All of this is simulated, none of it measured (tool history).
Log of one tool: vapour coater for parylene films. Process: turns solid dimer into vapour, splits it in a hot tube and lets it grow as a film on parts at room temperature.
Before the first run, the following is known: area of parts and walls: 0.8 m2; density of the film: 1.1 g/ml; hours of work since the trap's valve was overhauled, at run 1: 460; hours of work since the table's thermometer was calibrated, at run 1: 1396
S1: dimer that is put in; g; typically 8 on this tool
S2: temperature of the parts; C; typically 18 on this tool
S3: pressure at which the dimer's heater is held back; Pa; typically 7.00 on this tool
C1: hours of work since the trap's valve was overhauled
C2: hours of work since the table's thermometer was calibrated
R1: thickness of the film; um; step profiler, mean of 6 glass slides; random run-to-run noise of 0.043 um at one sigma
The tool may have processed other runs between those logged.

Run 1, hour 0.0: usual settings; C1 460; C2 1396. Result: R1 4.39 um.
Run 2, hour 31.3: usual settings; C1 484; C2 1420. Result: R1 4.38 um.
Run 3, hour 106.6: usual settings; C1 542; C2 1479. Result: R1 4.34 um.
At hour 135.1: trap's valve overhauled.
Run 4, hour 155.9: usual settings; C1 16; C2 1513. Result: R1 5.00 um.
Run 5, hour 205.6: usual settings; C1 54; C2 1552. Result: R1 4.86 um.
Run 6, hour 266.5: usual settings; C1 102; C2 1599. Result: R1 4.86 um.
Run 7, hour 300.7: usual settings; C1 128; C2 1626. Result: R1 4.79 um.
Run 8, hour 356.3: usual settings; C1 171; C2 1668. Result: R1 4.80 um.
Run 9, hour 414.0: usual settings; C1 216; C2 1713. Result: R1 4.78 um.
Run 10, hour 491.1: usual settings; C1 275; C2 1773. Result: R1 4.69 um.
Run 11, hour 537.4: usual settings; C1 311; C2 1808. Result: R1 4.62 um.
Run 12, hour 601.2: usual settings; C1 360; C2 1858. Result: R1 4.61 um.
Run 13, hour 664.8: usual settings; C1 410; C2 1907. Result: R1 4.53 um.
At hour 670.6: table's thermometer calibrated.
Run 14, hour 732.3: usual settings; C1 461; C2 48. Result: R1 4.24 um.
Run 15, hour 790.8: usual settings; C1 506; C2 93. Result: R1 4.20 um.
Run 16, hour 851.8: usual settings; C1 553; C2 140. Result: R1 4.10 um.
At hour 866.8: trap's valve overhauled.
Run 17, hour 904.5: usual settings; C1 29; C2 178. Result: R1 4.76 um.
Run 18, hour 972.4: usual settings; C1 82; C2 230. Result: R1 4.69 um.
Run 19, hour 1014.7: usual settings but S3 6.26 Pa; C1 114; C2 263. Result: R1 4.75 um.
Run 20, hour 1080.6: usual settings but S2 15 C, S3 3.35 Pa; C1 165; C2 314. Result: R1 6.28 um.
Run 21, hour 1122.0: usual settings but S1 5 g; C1 197; C2 346. Result: R1 2.80 um.
Run 22, hour 1189.7: usual settings but S1 5 g; C1 250; C2 398. Result: R1 2.83 um.
Run 23, hour 1264.4: usual settings but S1 4 g, S2 14 C, S3 7.23 Pa; C1 307; C2 456. Result: R1 2.63 um.
Run 24, hour 1336.0: usual settings but S1 3 g, S2 22 C, S3 11.59 Pa; C1 363; C2 511. Result: R1 1.22 um.
Run 25, hour 1412.4: usual settings but S1 10 g, S2 23 C, S3 2.60 Pa; C1 422; C2 570. Result: R1 5.38 um.
Run 26, hour 1462.9: usual settings but S1 12 g, S2 23 C, S3 7.73 Pa; C1 461; C2 610. Result: R1 5.03 um.
Run 27, hour 1512.7: usual settings but S1 3 g, S2 23 C, S3 2.57 Pa; C1 499; C2 648. Result: R1 1.55 um.
Run 28, hour 1555.2: usual settings but S1 10 g, S2 11 C, S3 3.52 Pa; C1 532; C2 681. Result: R1 8.47 um.
At hour 1595.0: trap's valve overhauled.
Run 29, hour 1633.3: usual settings but S1 10 g, S2 10 C, S3 2.21 Pa; C1 30; C2 738. Result: R1 11.03 um.
Run 30, hour 1669.6: usual settings but S1 5 g, S3 4.28 Pa; C1 58; C2 766. Result: R1 3.35 um.
Run 31, hour 1714.8: usual settings but S1 4 g, S2 15 C, S3 4.26 Pa; C1 93; C2 801. Result: R1 3.02 um.
Run 32, hour 1751.4: usual settings but S1 4 g, S2 11 C, S3 4.26 Pa; C1 121; C2 829. Result: R1 3.78 um.
Run 33, hour 1806.7: usual settings but S1 13 g, S3 2.36 Pa; C1 164; C2 872. Result: R1 9.76 um.
Run 34, hour 1877.6: usual settings but S1 13 g, S3 2.36 Pa; C1 218; C2 927. Result: R1 9.64 um.
Run 35, hour 1928.2: usual settings but S1 4 g, S2 10 C, S3 3.49 Pa; C1 258; C2 966. Result: R1 3.90 um.
Run 36, hour 1998.7: usual settings but S1 6 g, S2 28 C, S3 3.49 Pa; C1 312; C2 1021. Result: R1 2.43 um.

Selected run-to-run steps in R1, each split into two signed amounts: the part the tool would show with no hidden state at all (from settings, incoming material and random variation), and the remainder, which goes to the hidden state together with any gauge scatter not common to the measured and the hidden-state-free results:
Hidden conditions of the tool in this case: vapour lost through the trap's worn valve, %; true temperature of the parts over the reading, C; drift of the gauge itself on film_um, %.
Run 16 -> 17: trap's valve overhauled. R1 +0.66 um: hidden state +0.62, all else +0.04.
Run 27 -> 28: S1 3 -> 10, S2 23 -> 11, S3 2.57 -> 3.52. R1 +6.92 um: hidden state -0.83, all else +7.75.
Run 28 -> 29: S2 11 -> 10, S3 3.52 -> 2.21, trap's valve overhauled. R1 +2.56 um: hidden state +0.87, all else +1.69.
Run 29 -> 30: S1 10 -> 5, S2 10 -> 18, S3 2.21 -> 4.28. R1 -7.68 um: hidden state +0.16, all else -7.84.
Run 32 -> 33: S1 4 -> 13, S2 11 -> 18, S3 4.26 -> 2.36. R1 +5.98 um: hidden state -0.12, all else +6.10.
